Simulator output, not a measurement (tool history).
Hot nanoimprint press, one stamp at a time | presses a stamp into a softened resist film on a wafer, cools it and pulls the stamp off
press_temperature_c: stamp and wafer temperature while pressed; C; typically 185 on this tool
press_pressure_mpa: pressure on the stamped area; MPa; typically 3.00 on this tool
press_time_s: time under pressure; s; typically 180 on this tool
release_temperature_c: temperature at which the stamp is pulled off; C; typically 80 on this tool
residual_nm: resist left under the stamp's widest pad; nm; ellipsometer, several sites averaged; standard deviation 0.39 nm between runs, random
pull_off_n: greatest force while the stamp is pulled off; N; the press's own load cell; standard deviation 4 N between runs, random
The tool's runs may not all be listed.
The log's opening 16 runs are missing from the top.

run,hour,press_temperature_c,press_pressure_mpa,press_time_s,release_temperature_c,residual_nm,pull_off_n
17,599.2,185,2.61,180,80,86.8,197
# hour 643.2: gauge calibrated
18,656.2,185,2.61,341,80,65.3,199
19,694.3,180,2.61,150,80,112.8,198
20,730.8,196,3.72,282,83,34.2,185
21,783.2,192,2.80,221,69,54.1,255
# hour 805.3: stamp cleaned and given a new release coat
22,835.2,181,3.00,95,80,120.2,195
23,890.4,187,2.63,180,69,76.9,259
24,924.9,191,3.00,155,68,63.9,269
# hour 938.0: press's hydraulic seals changed and the load cell set to zero
25,959.3,186,2.03,144,80,99.5,201
26,1006.4,177,1.82,103,71,156.3,248
27,1030.3,184,2.11,334,77,77.9,215
28,1056.0,184,2.11,334,77,77.0,212
29,1089.3,187,3.53,334,77,52.0,214
# hour 1109.1: stamp cleaned and given a new release coat
30,1138.1,187,3.53,334,77,52.2,215

Consider 3 possible next runs. They are alternatives, not a sequence: every one starts from the tool as it was left by run 30. What does each give?
# hour 1175.5: gauge calibrated
A,1179.4,184,2.88,102,80,?,?
# hour 1175.5: gauge calibrated
B,1179.4,187,3.53,277,77,?,?
# hour 1175.5: gauge calibrated
C,1179.4,185,3.00,180,72,?,?

run,residual_nm,pull_off_n
A,104.8,197
B,55.5,210
C,79.9,238
Had the tool no hidden state, the same runs would have come out as:
run,residual_nm,pull_off_n
A,104.5,196
B,55.3,209
C,79.6,237

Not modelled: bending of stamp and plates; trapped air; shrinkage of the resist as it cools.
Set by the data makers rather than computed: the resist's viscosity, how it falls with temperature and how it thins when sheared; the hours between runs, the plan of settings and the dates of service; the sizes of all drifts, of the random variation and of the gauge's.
